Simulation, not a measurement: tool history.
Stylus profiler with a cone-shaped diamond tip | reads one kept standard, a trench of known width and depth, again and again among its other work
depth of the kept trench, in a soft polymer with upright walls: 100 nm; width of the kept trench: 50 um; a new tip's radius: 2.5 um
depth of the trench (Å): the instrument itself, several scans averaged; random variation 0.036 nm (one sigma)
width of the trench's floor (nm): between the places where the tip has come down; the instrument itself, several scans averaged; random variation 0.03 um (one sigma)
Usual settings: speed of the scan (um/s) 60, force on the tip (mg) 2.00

run   hour  speed of the scan (um/s)  force on the tip (mg)  depth of the trench (Å)  width of the trench's floor (nm)
  1    0.0                        60                   2.00                   1009.2                             47830
  2   44.9                        20                   2.00                   1008.5                             48070
  3  101.4                        20                   2.00                   1008.9                             48020
  4  137.4                        60                   2.00                   1008.6                             47700
  5  198.7                        60                   2.00                   1008.5                             47780
  6  229.1                        26                   2.00                   1009.1                             47950
  7  265.1                        26                   2.00                   1008.9                             47940
  8  326.7                        26                   2.00                   1008.6                             47900
  9  372.9                        26                   2.00                   1009.5                             47840
 10  414.6                        26                   2.00                   1009.2                             47840
 11  476.6                        26                   2.00                   1009.1                             47840

The next listed run, before its measurement:
     480.8  -- height scale calibrated on a step standard
 12  521.3                        23                   0.76                        ?                                 ?

Run 12 gave depth of the trench (Å) 1005.4, width of the trench's floor (nm) 47680.
Without the tool's hidden state the same run would have given depth of the trench (Å) 1003.2, width of the trench's floor (nm) 48360.
